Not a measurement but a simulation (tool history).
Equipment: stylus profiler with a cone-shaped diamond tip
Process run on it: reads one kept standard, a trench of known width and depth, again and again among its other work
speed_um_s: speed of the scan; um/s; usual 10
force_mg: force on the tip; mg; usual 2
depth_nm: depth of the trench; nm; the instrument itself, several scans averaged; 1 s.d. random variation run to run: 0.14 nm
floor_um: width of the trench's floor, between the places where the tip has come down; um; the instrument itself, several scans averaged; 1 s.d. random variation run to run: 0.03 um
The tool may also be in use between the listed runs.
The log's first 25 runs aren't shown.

run	hour	speed_um_s	force_mg	depth_nm	floor_um
26	698.2	15	2.57	505.04	16.58
27	724.3	15	2.32	504.73	16.51
28	746.9	15	2.32	504.66	16.53
29	771.9	5	2	504.25	16.48
30	802.3	2	3.3	505.9	16.48
31	825.8	10	1.02	502.47	16.41
32	863.8	17	0.84	502.24	16.26
33	895.5	17	0.84	502.15	16.18
34	918	17	0.84	502.09	16.2
35	944	10	0.73	501.76	16.26
36	964.4	4	1.3	503.24	16.28
37	985.2	6	4.49	507.04	16.34
38	1003.2	6	4.49	506.95	16.2
39	1031.8	31	0.75	502.13	15.88
40	1062.4	15	2.8	504.88	16.19

Here are 5 independent what-if runs from the current tool condition. What would each one return?
A	1089.3	9	0.8	?	?
B	1089.3	29	0.75	?	?
C	1089.3	13	2.8	?	?
D	1089.3	21	3.81	?	?
E	1089.3	10	1.38	?	?

run	depth_nm	floor_um
A	501.92	16.14
B	501.8	15.85
C	504.96	16.08
D	506.21	16.08
E	503.05	16.1
With the hidden condition removed and each run's random variation left untouched, the same runs would have given:
run	depth_nm	floor_um
A	502.33	16.95
B	502.21	16.67
C	505.37	16.89
D	506.62	16.9
E	503.46	16.92

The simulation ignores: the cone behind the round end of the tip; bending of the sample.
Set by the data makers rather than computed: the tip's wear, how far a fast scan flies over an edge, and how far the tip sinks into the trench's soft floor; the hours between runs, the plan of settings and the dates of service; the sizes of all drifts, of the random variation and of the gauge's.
